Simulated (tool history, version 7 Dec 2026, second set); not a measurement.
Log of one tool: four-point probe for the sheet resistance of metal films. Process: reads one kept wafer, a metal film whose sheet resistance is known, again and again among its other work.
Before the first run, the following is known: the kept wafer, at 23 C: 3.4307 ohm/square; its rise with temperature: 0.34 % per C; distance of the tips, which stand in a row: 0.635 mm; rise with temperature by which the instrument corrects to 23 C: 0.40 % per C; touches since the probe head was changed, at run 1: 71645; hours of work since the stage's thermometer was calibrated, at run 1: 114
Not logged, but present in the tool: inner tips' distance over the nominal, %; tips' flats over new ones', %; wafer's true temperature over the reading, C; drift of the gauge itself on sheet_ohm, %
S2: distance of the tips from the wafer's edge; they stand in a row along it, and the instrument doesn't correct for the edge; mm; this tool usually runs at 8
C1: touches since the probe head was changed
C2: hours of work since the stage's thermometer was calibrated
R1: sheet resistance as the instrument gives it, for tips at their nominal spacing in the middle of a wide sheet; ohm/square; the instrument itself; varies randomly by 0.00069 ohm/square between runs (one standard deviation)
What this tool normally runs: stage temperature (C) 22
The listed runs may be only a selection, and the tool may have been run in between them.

Run 1, hour 0.0: usual settings; C1 71645; C2 114. Result: R1 3.444351 ohm/square.
Run 2, hour 12.6: usual settings; C1 72068; C2 120. Result: R1 3.444299 ohm/square.
Run 3, hour 28.3: usual settings but stage temperature (C) 29; C1 72601; C2 127. Result: R1 3.429631 ohm/square.
Run 4, hour 40.2: usual settings but stage temperature (C) 29; C1 73002; C2 132. Result: R1 3.431339 ohm/square.
Run 5, hour 55.6: usual settings but stage temperature (C) 29; C1 73520; C2 140. Result: R1 3.430939 ohm/square.
Run 6, hour 70.0: usual settings but stage temperature (C) 29; C1 74006; C2 146. Result: R1 3.430601 ohm/square.
Run 7, hour 78.9: usual settings but stage temperature (C) 29; C1 74309; C2 150. Result: R1 3.430016 ohm/square.
Run 8, hour 91.7: usual settings but stage temperature (C) 27; C1 74740; C2 156. Result: R1 3.435152 ohm/square.
Run 9, hour 105.6: usual settings but stage temperature (C) 27, S2 25 mm; C1 75208; C2 163. Result: R1 3.426231 ohm/square.

The next listed run, before its measurement:
Run 10, hour 113.0: usual settings but stage temperature (C) 27, S2 25 mm; C1 75459; C2 166. Result: R1 ?.

{"run 10": {"R1": 3.423298}}
Without the tool's hidden state the same run would have given R1 3.423410 ohm/square.
